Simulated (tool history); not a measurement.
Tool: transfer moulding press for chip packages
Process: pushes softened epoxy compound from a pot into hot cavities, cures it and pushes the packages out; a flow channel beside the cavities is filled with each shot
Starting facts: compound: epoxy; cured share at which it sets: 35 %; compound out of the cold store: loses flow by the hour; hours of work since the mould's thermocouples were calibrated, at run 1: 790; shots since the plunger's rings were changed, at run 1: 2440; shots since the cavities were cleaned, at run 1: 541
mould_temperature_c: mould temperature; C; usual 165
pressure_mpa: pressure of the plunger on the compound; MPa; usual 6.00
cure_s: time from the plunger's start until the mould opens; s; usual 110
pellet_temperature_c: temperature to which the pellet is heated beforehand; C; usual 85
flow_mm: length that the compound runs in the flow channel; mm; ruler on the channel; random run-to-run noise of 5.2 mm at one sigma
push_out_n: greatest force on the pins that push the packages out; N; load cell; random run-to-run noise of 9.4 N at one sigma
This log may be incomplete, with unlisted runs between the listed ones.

run	day	mould_temperature_c	pressure_mpa	cure_s	pellet_temperature_c	hours of work since the mould's thermocouples were calibrated	shots since the plunger's rings were changed	shots since the cavities were cleaned	incoming compound's hours out of the cold store	flow_mm	push_out_n
1	0.000	165	6.00	110	85	790	2440	541	22.2	548	823
# day 0.500: cavities cleaned with cleaning compound and waxed
2	1.458	165	6.00	110	85	811	2777	232	26.2	539	620
3	2.896	165	6.00	110	85	833	3126	581	11.7	580	837
# day 3.308: cavities cleaned with cleaning compound and waxed
# day 4.396: mould's thermocouples calibrated
4	4.396	165	6.00	110	85	0	3454	243	21.7	543	577
5	5.496	165	6.00	110	85	17	3721	510	16.4	555	748
# day 6.171: cavities cleaned with cleaning compound and waxed
6	6.404	165	6.00	110	85	30	3925	56	14.2	557	503
7	7.533	165	6.00	110	85	47	4198	329	8.1	578	662
8	8.308	160	6.00	102	85	59	4387	518	15.6	560	1284
# day 8.967: cavities cleaned with cleaning compound and waxed
9	9.162	160	4.52	102	85	71	4578	47	24.1	468	823
10	9.912	158	6.15	118	87	82	4760	229	37.5	511	808

Branching from run 10: 3 alternative next runs. What would each branch give?
A	10.758	164	7.47	118	86	95	4965	434	8.7	?	?
B	10.758	165	6.00	148	85	95	4965	434	18.0	?	?
C	10.758	158	6.15	115	80	95	4965	434	41.2	?	?

run	flow_mm	push_out_n
A	632	701
B	541	553
C	503	960
Stripped of hidden state, with their random variation kept, the same runs would have yielded:
run	flow_mm	push_out_n
A	686	448
B	588	352
C	546	608

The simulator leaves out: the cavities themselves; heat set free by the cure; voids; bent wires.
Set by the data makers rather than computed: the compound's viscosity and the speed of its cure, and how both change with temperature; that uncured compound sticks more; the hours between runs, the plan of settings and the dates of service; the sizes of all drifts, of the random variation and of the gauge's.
